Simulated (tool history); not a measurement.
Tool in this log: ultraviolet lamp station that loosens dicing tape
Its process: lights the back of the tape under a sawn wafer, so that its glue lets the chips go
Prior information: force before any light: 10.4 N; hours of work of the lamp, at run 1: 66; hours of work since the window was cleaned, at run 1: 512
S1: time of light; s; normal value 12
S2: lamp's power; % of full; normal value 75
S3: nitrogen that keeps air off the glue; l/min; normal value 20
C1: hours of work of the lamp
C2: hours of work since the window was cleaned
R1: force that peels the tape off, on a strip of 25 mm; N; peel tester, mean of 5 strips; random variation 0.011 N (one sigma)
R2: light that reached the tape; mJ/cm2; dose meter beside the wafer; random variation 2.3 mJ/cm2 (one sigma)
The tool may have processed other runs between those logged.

{"run": 1, "hour": 0.0, "S1": 12, "S2": 75, "S3": 20, "C1": 66, "C2": 512, "R1": 0.597, "R2": 212}
{"hour": 4.4, "done": "window cleaned of glue's vapour"}
{"run": 2, "hour": 31.3, "S1": 12, "S2": 75, "S3": 20, "C1": 79, "C2": 11, "R1": 0.495, "R2": 228}
{"run": 3, "hour": 50.6, "S1": 12, "S2": 75, "S3": 20, "C1": 87, "C2": 19, "R1": 0.495, "R2": 229}
{"run": 4, "hour": 93.3, "S1": 12, "S2": 75, "S3": 20, "C1": 104, "C2": 36, "R1": 0.534, "R2": 227}
{"run": 5, "hour": 130.9, "S1": 7, "S2": 75, "S3": 20, "C1": 119, "C2": 52, "R1": 1.645, "R2": 133}
{"run": 6, "hour": 149.5, "S1": 7, "S2": 89, "S3": 20, "C1": 127, "C2": 59, "R1": 1.243, "R2": 152}
{"run": 7, "hour": 175.6, "S1": 7, "S2": 89, "S3": 20, "C1": 138, "C2": 70, "R1": 1.196, "R2": 152}
{"run": 8, "hour": 200.6, "S1": 12, "S2": 75, "S3": 9, "C1": 148, "C2": 80, "R1": 1.041, "R2": 220}
{"run": 9, "hour": 233.1, "S1": 12, "S2": 75, "S3": 9, "C1": 161, "C2": 94, "R1": 1.048, "R2": 220}
{"run": 10, "hour": 272.0, "S1": 12, "S2": 75, "S3": 9, "C1": 177, "C2": 110, "R1": 1.082, "R2": 216}
{"run": 11, "hour": 311.5, "S1": 12, "S2": 75, "S3": 9, "C1": 193, "C2": 126, "R1": 1.124, "R2": 212}
{"run": 12, "hour": 331.7, "S1": 12, "S2": 75, "S3": 9, "C1": 202, "C2": 134, "R1": 1.131, "R2": 211}
{"run": 13, "hour": 355.0, "S1": 12, "S2": 75, "S3": 9, "C1": 211, "C2": 144, "R1": 1.158, "R2": 209}
{"run": 14, "hour": 392.9, "S1": 12, "S2": 75, "S3": 16, "C1": 227, "C2": 159, "R1": 0.762, "R2": 210}
{"run": 15, "hour": 420.2, "S1": 12, "S2": 75, "S3": 16, "C1": 238, "C2": 170, "R1": 0.741, "R2": 208}
{"run": 16, "hour": 457.0, "S1": 12, "S2": 95, "S3": 20, "C1": 253, "C2": 185, "R1": 0.394, "R2": 256}
{"run": 17, "hour": 500.3, "S1": 12, "S2": 95, "S3": 20, "C1": 271, "C2": 203, "R1": 0.394, "R2": 256}
{"run": 18, "hour": 528.3, "S1": 12, "S2": 95, "S3": 20, "C1": 282, "C2": 214, "R1": 0.421, "R2": 257}
{"run": 19, "hour": 551.7, "S1": 19, "S2": 95, "S3": 20, "C1": 292, "C2": 224, "R1": 0.196, "R2": 401}
{"run": 20, "hour": 583.0, "S1": 15, "S2": 75, "S3": 20, "C1": 304, "C2": 237, "R1": 0.438, "R2": 245}
{"run": 21, "hour": 601.2, "S1": 15, "S2": 75, "S3": 20, "C1": 312, "C2": 244, "R1": 0.441, "R2": 246}
{"run": 22, "hour": 627.1, "S1": 12, "S2": 75, "S3": 28, "C1": 323, "C2": 255, "R1": 0.563, "R2": 195}
{"run": 23, "hour": 648.6, "S1": 23, "S2": 65, "S3": 18, "C1": 331, "C2": 264, "R1": 0.273, "R2": 319}
{"run": 24, "hour": 670.9, "S1": 23, "S2": 63, "S3": 11, "C1": 340, "C2": 273, "R1": 0.416, "R2": 308}
{"run": 25, "hour": 689.1, "S1": 23, "S2": 63, "S3": 11, "C1": 348, "C2": 280, "R1": 0.434, "R2": 304}
{"run": 26, "hour": 722.0, "S1": 12, "S2": 75, "S3": 29, "C1": 361, "C2": 294, "R1": 0.615, "R2": 188}
{"run": 27, "hour": 748.8, "S1": 12, "S2": 69, "S3": 7, "C1": 372, "C2": 305, "R1": 1.954, "R2": 173}
{"run": 28, "hour": 775.2, "S1": 6, "S2": 76, "S3": 9, "C1": 383, "C2": 316, "R1": 3.84, "R2": 94}
{"run": 29, "hour": 796.8, "S1": 7, "S2": 75, "S3": 14, "C1": 392, "C2": 324, "R1": 2.664, "R2": 109}
{"run": 30, "hour": 814.3, "S1": 6, "S2": 67, "S3": 14, "C1": 399, "C2": 332, "R1": 3.727, "R2": 83}
{"run": 31, "hour": 855.4, "S1": 8, "S2": 90, "S3": 35, "C1": 416, "C2": 348, "R1": 1.003, "R2": 143}
{"run": 32, "hour": 889.7, "S1": 20, "S2": 90, "S3": 35, "C1": 430, "C2": 362, "R1": 0.185, "R2": 358}
{"run": 33, "hour": 919.9, "S1": 12, "S2": 75, "S3": 24, "C1": 442, "C2": 375, "R1": 0.818, "R2": 175}
{"run": 34, "hour": 939.4, "S1": 10, "S2": 76, "S3": 7, "C1": 450, "C2": 383, "R1": 2.413, "R2": 152}
{"run": 35, "hour": 957.0, "S1": 21, "S2": 86, "S3": 16, "C1": 458, "C2": 390, "R1": 0.246, "R2": 356}
{"run": 36, "hour": 989.3, "S1": 8, "S2": 91, "S3": 7, "C1": 471, "C2": 403, "R1": 2.656, "R2": 143}
{"run": 37, "hour": 1014.7, "S1": 19, "S2": 72, "S3": 20, "C1": 481, "C2": 414, "R1": 0.378, "R2": 265}
{"run": 38, "hour": 1046.4, "S1": 9, "S2": 72, "S3": 12, "C1": 494, "C2": 427, "R1": 2.375, "R2": 126}
{"run": 39, "hour": 1083.9, "S1": 6, "S2": 91, "S3": 14, "C1": 510, "C2": 442, "R1": 2.765, "R2": 104}
{"run": 40, "hour": 1105.4, "S1": 22, "S2": 91, "S3": 7, "C1": 518, "C2": 451, "R1": 0.399, "R2": 365}
{"run": 41, "hour": 1123.4, "S1": 13, "S2": 91, "S3": 7, "C1": 526, "C2": 458, "R1": 1.288, "R2": 218}
{"run": 42, "hour": 1151.5, "S1": 12, "S2": 75, "S3": 11, "C1": 537, "C2": 470, "R1": 1.577, "R2": 167}
{"run": 43, "hour": 1169.5, "S1": 12, "S2": 75, "S3": 11, "C1": 545, "C2": 477, "R1": 1.621, "R2": 165}

4 options for the next run, each taken on its own from the tool as it stands now. Forecast them:
{"run": "A", "hour": 1203.7, "S1": 11, "S2": 75, "S3": 28, "C1": 559, "C2": 491, "R1": "?", "R2": "?"}
{"run": "B", "hour": 1203.7, "S1": 13, "S2": 85, "S3": 20, "C1": 559, "C2": 491, "R1": "?", "R2": "?"}
{"run": "C", "hour": 1203.7, "S1": 12, "S2": 93, "S3": 20, "C1": 559, "C2": 491, "R1": "?", "R2": "?"}
{"run": "D", "hour": 1203.7, "S1": 17, "S2": 80, "S3": 7, "C1": 559, "C2": 491, "R1": "?", "R2": "?"}

run=A R1=1.042 R2=148
run=B R1=0.713 R2=196
run=C R1=0.677 R2=203
run=D R1=1.030 R2=244
Without the tool's unlogged condition, the same runs would have read:
run=A R1=0.441 R2=219
run=B R1=0.301 R2=291
run=C R1=0.287 R2=299
run=D R1=0.431 R2=362

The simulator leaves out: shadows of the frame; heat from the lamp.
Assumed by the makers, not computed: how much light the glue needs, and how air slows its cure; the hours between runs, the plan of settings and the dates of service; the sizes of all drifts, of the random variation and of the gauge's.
